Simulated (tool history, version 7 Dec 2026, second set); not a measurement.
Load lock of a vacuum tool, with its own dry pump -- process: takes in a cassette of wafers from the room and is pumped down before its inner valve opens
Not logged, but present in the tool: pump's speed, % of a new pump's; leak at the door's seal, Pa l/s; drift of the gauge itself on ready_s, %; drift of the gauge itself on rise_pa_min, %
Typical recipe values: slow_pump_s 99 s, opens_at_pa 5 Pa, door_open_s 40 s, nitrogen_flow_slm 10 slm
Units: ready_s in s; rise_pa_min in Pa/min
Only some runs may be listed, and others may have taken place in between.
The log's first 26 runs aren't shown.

run	day	slow_pump_s	opens_at_pa	door_open_s	nitrogen_flow_slm	hours that the pump has run since its overhaul	times that the door has closed on its seal	incoming humidity of the room's air, %	ready_s	rise_pa_min
27	131.512	54	5	40	26	14618	9849	49.8	155.7	0.057
28	135.392	91	9	40	10	14711	10059	43.1	174.5	0.061
29	140.017	91	9	40	10	14822	10309	44.2	175.4	0.064
30	143.125	91	4	50	10	14897	10477	43.2	185.2	0.064
31	147.375	82	4	52	7	14999	10706	42.3	177.9	0.072
32	152.971	80	6	40	10	15133	11009	44.9	171.3	0.066
33	157.608	99	5	93	10	15244	11259	43.6	188.2	0.085
34	163.671	99	9	50	10	15390	11587	45.5	181.4	0.075
35	167.288	58	5	29	10	15477	11782	42.9	158.7	0.063
36	173.038	58	7	179	10	15615	12093	40.5	154.1	0.11
37	179.533	179	5	178	10	15770	12444	42.3	246.8	0.113

Here are 3 independent what-if runs from the current tool condition. What would each one return?
A	184.8	54	5	178	10	15897	12729	47.6	?	?
B	184.8	58	5	222	12	15897	12729	44.9	?	?
C	184.8	99	5	40	42	15897	12729	44.9	?	?

run	ready_s	rise_pa_min
A	158.6	0.114
B	161.2	0.119
C	189.5	0.055
Without the tool's unlogged condition, the same runs would have read:
run	ready_s	rise_pa_min
A	136.4	0.072
B	139.1	0.077
C	170	0.012
